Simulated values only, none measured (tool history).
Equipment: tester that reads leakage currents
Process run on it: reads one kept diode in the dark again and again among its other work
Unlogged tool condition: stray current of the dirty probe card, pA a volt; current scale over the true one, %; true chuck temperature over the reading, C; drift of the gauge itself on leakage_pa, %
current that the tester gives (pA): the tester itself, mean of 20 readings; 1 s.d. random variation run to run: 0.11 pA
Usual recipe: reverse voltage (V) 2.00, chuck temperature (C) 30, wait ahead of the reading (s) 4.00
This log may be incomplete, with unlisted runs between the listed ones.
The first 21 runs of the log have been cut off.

run	hour	reverse voltage (V)	chuck temperature (C)	wait ahead of the reading (s)	hours of work since the probe card was cleaned	hours of work since the tester was calibrated	hours of work since the chuck was calibrated	current that the tester gives (pA)
# hour 1077.1: probe card cleaned and baked, once more
22	1108.9	2.00	50	4.00	16	1501	131	171.36
23	1157.9	2.92	24	2.95	40	1526	155	22.61
24	1194.6	2.92	24	2.95	59	1544	173	22.59
25	1249.1	2.92	24	2.95	86	1571	201	22.71
26	1321.0	3.08	27	5.14	122	1607	237	30.49
27	1378.4	9.64	42	5.14	151	1636	265	195.78
28	1435.2	2.20	50	5.14	179	1664	294	181.96
29	1504.1	5.67	48	2.29	213	1699	328	247.69
30	1566.4	5.67	48	2.29	245	1730	359	248.06
31	1598.5	5.67	48	2.29	261	1746	375	248.31
32	1643.7	3.45	44	1.57	283	1768	398	141.14
33	1687.7	1.76	35	1.57	305	1790	420	48.08

Branching from run 33: 4 alternative next runs. What would each branch give?
A	1724.8	2.41	42	2.48	324	1809	438	?
B	1724.8	8.13	38	5.65	324	1809	438	?
C	1724.8	3.08	28	5.58	324	1809	438	?
D	1724.8	1.02	47	0.62	324	1809	438	?

run	current that the tester gives (pA)
A	100.74
B	133.09
C	34.70
D	99.20
With the hidden condition removed and each run's random variation left untouched, the same runs would have given:
run	current that the tester gives (pA)
A	97.80
B	127.32
C	32.81
D	96.85

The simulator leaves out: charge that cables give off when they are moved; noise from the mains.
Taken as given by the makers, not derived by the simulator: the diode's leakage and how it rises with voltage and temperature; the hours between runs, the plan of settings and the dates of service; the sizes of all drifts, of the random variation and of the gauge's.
